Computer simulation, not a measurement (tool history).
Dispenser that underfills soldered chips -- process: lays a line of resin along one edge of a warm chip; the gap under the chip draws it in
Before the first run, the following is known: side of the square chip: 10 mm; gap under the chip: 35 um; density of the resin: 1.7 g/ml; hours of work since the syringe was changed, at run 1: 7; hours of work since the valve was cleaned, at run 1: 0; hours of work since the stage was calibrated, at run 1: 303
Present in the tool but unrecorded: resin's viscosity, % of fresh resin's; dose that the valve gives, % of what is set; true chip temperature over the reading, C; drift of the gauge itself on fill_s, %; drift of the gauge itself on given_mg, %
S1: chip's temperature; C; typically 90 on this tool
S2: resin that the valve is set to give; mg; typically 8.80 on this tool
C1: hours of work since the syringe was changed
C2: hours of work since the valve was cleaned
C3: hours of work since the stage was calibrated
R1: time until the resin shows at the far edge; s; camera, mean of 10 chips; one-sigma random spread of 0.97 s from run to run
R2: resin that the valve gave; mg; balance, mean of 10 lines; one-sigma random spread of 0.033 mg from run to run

Run 1, hour 0.0: usual settings; C1 7; C2 0; C3 303. Result: R1 121.2 s, R2 8.72 mg.
At hour 3.5: new syringe of resin.
Run 2, hour 10.5: usual settings but S2 10.24 mg; C1 5; C2 7; C3 310. Result: R1 108.5 s, R2 10.17 mg.
At hour 17.1: new syringe of resin.
Run 3, hour 23.9: usual settings but S2 8.66 mg; C1 5; C2 16; C3 318. Result: R1 105.3 s, R2 8.52 mg.
At hour 31.1: new syringe of resin.
Run 4, hour 36.3: usual settings but S2 8.66 mg; C1 4; C2 24; C3 327. Result: R1 103.2 s, R2 8.42 mg.
Run 5, hour 43.8: usual settings but S2 8.66 mg; C1 9; C2 29; C3 332. Result: R1 133.3 s, R2 8.45 mg.
At hour 44.9: new syringe of resin.
Run 6, hour 55.7: usual settings but S2 8.66 mg; C1 7; C2 37; C3 339. Result: R1 120.7 s, R2 8.38 mg.
At hour 59.5: new syringe of resin.
Run 7, hour 70.2: usual settings but S1 101 C; C1 7; C2 46; C3 349. Result: R1 85.3 s, R2 8.40 mg.
At hour 73.9: new syringe of resin.
Run 8, hour 82.5: usual settings but S1 101 C; C1 6; C2 54; C3 357. Result: R1 79.3 s, R2 8.33 mg.
At hour 88.1: new syringe of resin.
Run 9, hour 96.6: usual settings but S1 101 C; C1 6; C2 64; C3 366. Result: R1 80.2 s, R2 8.29 mg.
At hour 102.5: new syringe of resin.
Run 10, hour 109.1: usual settings but S1 82 C; C1 4; C2 72; C3 374. Result: R1 139.3 s, R2 8.18 mg.
At hour 113.4: dispensing valve cleaned and set on the balance.
At hour 117.3: new syringe of resin.
Run 11, hour 121.0: usual settings but S1 82 C; C1 2; C2 5; C3 381. Result: R1 125.4 s, R2 8.75 mg.
At hour 131.3: new syringe of resin.
Run 12, hour 135.4: usual settings but S1 82 C; C1 3; C2 14; C3 391. Result: R1 130.0 s, R2 8.68 mg.
At hour 145.5: new syringe of resin.
Run 13, hour 146.5: usual settings but S1 82 C; C1 1; C2 22; C3 398. Result: R1 118.0 s, R2 8.60 mg.
At hour 159.5: new syringe of resin.
Run 14, hour 159.6: usual settings but S1 82 C; C1 0; C2 30; C3 407. Result: R1 114.8 s, R2 8.54 mg.
Run 15, hour 172.1: usual settings but S1 82 C; C1 8; C2 39; C3 415. Result: R1 164.4 s, R2 8.55 mg.
At hour 174.0: new syringe of resin.
Run 16, hour 179.9: usual settings but S1 82 C; C1 4; C2 44; C3 420. Result: R1 132.6 s, R2 8.56 mg.
At hour 188.0: new syringe of resin.
Run 17, hour 191.0: usual settings but S1 82 C, S2 8.42 mg; C1 2; C2 51; C3 427. Result: R1 125.9 s, R2 8.04 mg.
Run 18, hour 197.5: usual settings but S1 82 C, S2 8.42 mg; C1 6; C2 55; C3 432. Result: R1 152.6 s, R2 8.03 mg.
At hour 202.4: new syringe of resin.
Run 19, hour 211.5: usual settings but S1 104 C, S2 10.43 mg; C1 6; C2 64; C3 441. Result: R1 70.9 s, R2 9.89 mg.
At hour 216.7: new syringe of resin.
Run 20, hour 224.8: usual settings but S1 103 C, S2 8.09 mg; C1 5; C2 73; C3 449. Result: R1 72.2 s, R2 7.55 mg.
At hour 226.4: dispensing valve cleaned and set on the balance.
At hour 232.0: new syringe of resin.
Run 21, hour 237.4: usual settings but S1 83 C, S2 11.35 mg; C1 4; C2 7; C3 457. Result: R1 127.1 s, R2 11.36 mg.

Run 22 is up next; what results do you expect?
Run 22, hour 245.1: usual settings but S1 87 C, S2 9.05 mg; C1 9; C2 12; C3 462. Result: R1 ?, R2 ?.

R1: 141.5 s
R2: 8.95 mg
If the tool had no hidden condition, the same run with the same run-to-run variation would have returned R1 101.8 s, R2 9.03 mg.
